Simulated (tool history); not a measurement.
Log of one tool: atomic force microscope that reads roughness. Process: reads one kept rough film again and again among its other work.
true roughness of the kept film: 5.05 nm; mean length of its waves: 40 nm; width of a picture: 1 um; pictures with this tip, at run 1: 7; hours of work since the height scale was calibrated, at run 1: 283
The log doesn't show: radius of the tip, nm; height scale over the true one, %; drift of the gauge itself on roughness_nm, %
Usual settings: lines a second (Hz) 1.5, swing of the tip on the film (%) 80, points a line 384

run,hour,lines a second (Hz),swing of the tip on the film (%),points a line,pictures with this tip,hours of work since the height scale was calibrated,roughness of the kept film (nm (root mean square))
1,0,1.5,80,384,7,283,3.935
2,40.3,2.44,80,384,67,312,3.597
3,91.1,2.44,80,384,142,348,3.53
4,120.4,2.44,80,384,185,368,3.498
5,167.1,1.5,64,384,254,401,4.042
6,200.8,1.5,64,384,304,425,4.036
# hour 233.5: new tip fitted
7,237.1,1.5,64,384,5,451,4.27
8,265.5,1.5,64,384,47,471,4.227
9,311.9,3.59,64,384,116,504,3.837
10,358.8,1.52,80,384,185,537,3.751
11,401.2,1.5,80,382,248,567,3.724
12,446.4,1.5,80,382,315,599,3.623
# hour 472: new tip fitted
13,487.3,1.5,80,382,22,628,3.917
14,522.6,1.5,80,382,75,653,3.885
15,574.2,1.5,59,384,151,689,4.208
16,621.2,1.5,83,384,220,723,3.644
17,653.5,1.5,83,384,268,745,3.617
18,681,1.5,83,384,309,765,3.592
19,702.6,1.5,83,596,341,780,3.548
# hour 711.1: new tip fitted
20,736.6,1.5,83,596,37,804,3.82
21,758.8,1.5,88,384,70,820,3.63
22,800,1.5,80,384,131,849,3.833
23,821.4,1.5,80,384,163,864,3.77
24,855.4,1.5,80,384,213,888,3.723
25,902.9,1.5,80,384,283,922,3.665
26,932.7,1.5,79,384,327,943,3.64
# hour 951.1: new tip fitted
27,970.4,1.62,61,445,28,969,4.29
28,1009.2,0.59,63,512,86,997,4.375
29,1058.1,1.5,61,384,158,1031,4.141
30,1084.3,1.5,61,384,197,1050,4.118
31,1133.9,1.5,61,384,270,1085,4.039
32,1159.9,1.5,61,384,309,1104,4.026
# hour 1190.5: new tip fitted
33,1192.9,2.97,63,483,4,1127,4.063
34,1234.3,1.5,84,330,65,1156,3.706
35,1267.9,2.06,80,618,114,1180,3.61
36,1292.8,3.24,80,592,151,1197,3.258
37,1321.6,2.11,78,609,194,1218,3.59
38,1361.3,1.5,80,339,253,1246,3.691
39,1399.1,1.5,80,555,308,1273,3.683
# hour 1428.4: new tip fitted
40,1429.5,1.5,80,555,2,1294,3.904
41,1463.5,2,80,349,52,1318,3.671
42,1511.7,1.36,85,686,123,1352,3.707
43,1535.4,1.36,85,686,158,1369,3.713

Forecast run 44:
44,1583.4,1.93,80,686,229,1403,?

Run 44 gave roughness of the kept film (nm (root mean square)) 3.578.
Without the tool's hidden state the same run would have given roughness of the kept film (nm (root mean square)) 3.862.
